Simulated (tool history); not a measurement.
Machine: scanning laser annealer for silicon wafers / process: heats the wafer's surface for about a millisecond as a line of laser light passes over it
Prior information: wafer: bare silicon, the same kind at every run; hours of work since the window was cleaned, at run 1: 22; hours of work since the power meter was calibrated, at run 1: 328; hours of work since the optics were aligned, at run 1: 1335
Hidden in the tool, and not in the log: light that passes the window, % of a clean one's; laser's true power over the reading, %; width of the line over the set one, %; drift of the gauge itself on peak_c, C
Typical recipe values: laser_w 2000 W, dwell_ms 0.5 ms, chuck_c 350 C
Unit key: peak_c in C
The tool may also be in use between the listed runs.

run   hour  laser_w  dwell_ms  chuck_c  hours of work since the window was cleaned  hours of work since the power meter was calibrated  hours of work since the optics were aligned  peak_c
  1      0     2000       0.5      350                                          22                                                 328                                         1335    1102
  2   12.1     2000       0.5      350                                          30                                                 336                                         1343    1102
  3   23.7     2000       0.5      350                                          38                                                 344                                         1351    1100
  4   31.7     2000       0.5      350                                          44                                                 350                                         1357    1101
  5   37.7     2000       0.5      350                                          48                                                 354                                         1361    1097
  6   46.2     2000       0.5      350                                          54                                                 360                                         1367    1099
  7   52.5     2000       0.5      350                                          59                                                 365                                         1372    1097
  8   61.7     2000     0.551      350                                          65                                                 371                                         1378    1129
  9   73.8     2000     0.551      350                                          74                                                 380                                         1387    1130
 10   81.1     2000     0.551      350                                          79                                                 385                                         1392    1129
 11   93.9     2000     0.551      350                                          88                                                 394                                         1401    1129
 12  105.1     2000     0.551      350                                          96                                                 402                                         1409    1129
 13  112.5     2000     0.551      350                                         101                                                 407                                         1414    1131
 14  121.7     2000     0.551      350                                         108                                                 414                                         1421    1130
 15  131.7     2000     0.551      350                                         115                                                 421                                         1428    1128
 16  142.5     2000       0.5      350                                         123                                                 429                                         1436    1097
 17  149.7     2000       0.5      350                                         128                                                 434                                         1441    1095
 18  162.1     2000       0.5      350                                         136                                                 442                                         1449    1095
 19  175.4     2000       0.5      350                                         146                                                 452                                         1459    1093
 20  184.9     2000       0.5      350                                         153                                                 459                                         1466    1096
 21  195.6     2129     0.518      384                                         160                                                 466                                         1473    1190
 22  209.5     1898     0.518      384                                         170                                                 476                                         1483    1094
 23  221.7     2000     0.384      378                                         179                                                 485                                         1492    1036
 24  227.6     1919       0.5      350                                         183                                                 489                                         1496    1058
 25    240     1919     0.546      344                                         192                                                 498                                         1505    1075
 26  251.5     2000      0.39      355                                         200                                                 506                                         1513    1012
     265.5  -- optics aligned, line set to its width
 27  268.1     2000      0.39      355                                         208                                                 514                                            2    1039
 28  280.1     2011     0.353      329                                         216                                                 523                                           10     987
 29  293.5     1763     0.525      375                                         226                                                 532                                           20    1046
 30  304.5     1763     0.527      365                                         234                                                 540                                           28    1037
 31  317.5     1800     0.518      321                                         243                                                 549                                           37    1003
 32  325.7     2081     0.484      332                                         249                                                 555                                           43    1119
 33  337.7     1776     0.593      357                                         257                                                 563                                           51    1070
 34  350.9     2111     0.593      315                                         267                                                 573                                           61    1185
 35  357.2     2111     0.593      315                                         271                                                 577                                           65    1187
 36  371.2     2111     0.593      315                                         281                                                 587                                           75    1185
 37  379.8     2000       0.5      333                                         287                                                 593                                           81    1087
 38  392.9     2060     0.404      347                                         296                                                 602                                           90    1057
 39  403.3     2034     0.554      379                                         304                                                 610                                           98    1187
 40  415.8     2034     0.554      379                                         313                                                 619                                          107    1182

4 ways to go on from here, each from the tool as it stands after run 40. What would each give?
  A  424.7     2180     0.423      311                                         319                                                 625                                          113       ?
  B  424.7     2192     0.554      317                                         319                                                 625                                          113       ?
  C  424.7     1757       0.5      350                                         319                                                 625                                          113       ?
  D  424.7     2092     0.554      365                                         319                                                 625                                          113       ?

run  peak_c
  A    1086
  B    1203
  C     998
  D    1199
Without the tool's unlogged condition, the same runs would have read:
run  peak_c
  A    1105
  B    1225
  C    1014
  D    1219
